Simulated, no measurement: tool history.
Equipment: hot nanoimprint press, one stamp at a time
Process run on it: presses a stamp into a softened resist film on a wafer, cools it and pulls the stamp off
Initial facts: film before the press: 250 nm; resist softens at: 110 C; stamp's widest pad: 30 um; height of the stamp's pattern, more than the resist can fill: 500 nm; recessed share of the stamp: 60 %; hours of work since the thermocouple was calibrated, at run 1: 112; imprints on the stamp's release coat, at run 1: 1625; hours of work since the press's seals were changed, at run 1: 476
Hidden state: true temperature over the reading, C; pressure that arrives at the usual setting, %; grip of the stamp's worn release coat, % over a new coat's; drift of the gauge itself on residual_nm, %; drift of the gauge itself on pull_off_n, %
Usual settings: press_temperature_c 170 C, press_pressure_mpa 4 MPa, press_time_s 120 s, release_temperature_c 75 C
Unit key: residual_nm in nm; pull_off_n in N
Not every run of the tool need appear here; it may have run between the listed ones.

run	day	press_temperature_c	press_pressure_mpa	press_time_s	release_temperature_c	hours of work since the thermocouple was calibrated	imprints on the stamp's release coat	hours of work since the press's seals were changed	residual_nm	pull_off_n
1	0	170	4	120	75	112	1625	476	129.9	305
2	1.396	170	4	120	75	127	1690	491	130.9	308
3	2.754	170	4	120	68	141	1753	505	130	356
4	3.979	170	4	120	68	154	1810	518	130.5	347
5	5.188	170	4	120	68	166	1866	531	130.8	353
6	5.992	170	4	120	68	175	1903	539	131.3	353
7	7.383	170	4	120	75	189	1968	554	130.3	330
8	8.158	170	4	120	75	197	2004	562	131	330
9	9.154	170	4	120	75	208	2050	572	130.9	317
# day 10.012: stamp cleaned and given a new release coat
10	10.242	170	4	120	75	216	11	581	132.3	199
11	11.121	170	4	120	75	226	51	590	132.4	206
12	12.438	170	4	120	73	239	112	604	130.9	224
13	13.475	170	4	120	73	250	160	615	131.4	227
14	14.471	170	4	75	73	261	207	625	154.9	219
15	15.321	170	4	207	74	269	246	634	109.5	215
16	16.596	170	3.34	147	74	283	305	647	134.8	233
17	17.908	170	5.57	147	74	296	366	661	106.9	228
18	19.133	170	2.59	120	75	309	423	674	155.1	229
19	19.988	169	4	156	61	318	462	682	128.5	293
20	20.85	162	4	73	75	327	502	691	208.4	241
21	21.846	162	6.21	92	75	337	548	702	180.9	236
22	23.167	162	6.21	92	75	351	610	716	182.6	244
23	24.238	170	4	105	75	362	659	727	140.5	251
24	24.992	170	4	105	75	370	694	735	139.2	236
25	26.162	170	3	105	75	383	749	747	155.9	253
# day 26.758: plate thermocouple calibrated
26	27.529	174	3.68	111	82	8	806	760	111.1	219
27	28.75	170	5.41	83	75	21	863	773	129.8	253

Hidden condition of the tool, last listed run before each entry between runs versus first listed run after:
After run 9, before run 10: stamp cleaned and given a new release coat (day 10.012)
  true temperature over the reading, C: -0.53 -> -0.54; pressure that arrives at the usual setting, %: 95.71 -> 95.65; grip of the stamp's worn release coat, % over a new coat's: 59.3 -> 0.3
  measured result minus the result with no hidden state, residual_nm: +5.9 -> +6.1 nm; pull_off_n: +120 -> +3 N
After run 25, before run 26: plate thermocouple calibrated (day 26.758)
  true temperature over the reading, C: -0.82 -> 0.02; pressure that arrives at the usual setting, %: 94.52 -> 94.43; grip of the stamp's worn release coat, % over a new coat's: 20.4 -> 22.1
  measured result minus the result with no hidden state, residual_nm: +8.1 -> +2.5 nm; pull_off_n: +46 -> +39 N
